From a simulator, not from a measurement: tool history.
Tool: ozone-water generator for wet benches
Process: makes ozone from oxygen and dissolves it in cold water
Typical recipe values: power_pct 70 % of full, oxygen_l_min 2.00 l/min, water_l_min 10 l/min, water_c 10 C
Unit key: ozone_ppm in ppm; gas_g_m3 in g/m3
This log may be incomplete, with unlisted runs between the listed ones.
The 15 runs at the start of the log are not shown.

run   hour  power_pct  oxygen_l_min  water_l_min  water_c  ozone_ppm  gas_g_m3
     287.0  -- water thermometer calibrated
 16  310.6         70          2.00           10       10       22.9     210.2
 17  335.6         46          2.00           14        7       11.8     141.9
     344.0  -- water thermometer calibrated, once more
 18  358.0         46          2.00           14        7       11.7     143.0
 19  378.3         46          2.00           14        7       11.8     142.4
 20  403.7         46          2.00           14        7       11.7     142.9
 21  433.2         77          2.00           10       10       24.9     228.2
 22  460.5         70          3.19           11        8       24.8     179.6
 23  484.9         60          2.00           10        9       19.8     181.4
 24  510.2         60          2.00           10        9       19.8     180.1
 25  533.8         53          1.59            7        5       23.0     172.4

For run 26, what comes out?
 26  548.0         53          1.59            7        5          ?         ?

{"run 26": {"ozone_ppm": 22.7, "gas_g_m3": 171.5}}
Minus the tool's unlogged condition, the same run would have read ozone_ppm 23.3 ppm, gas_g_m3 173.3 g/m3.
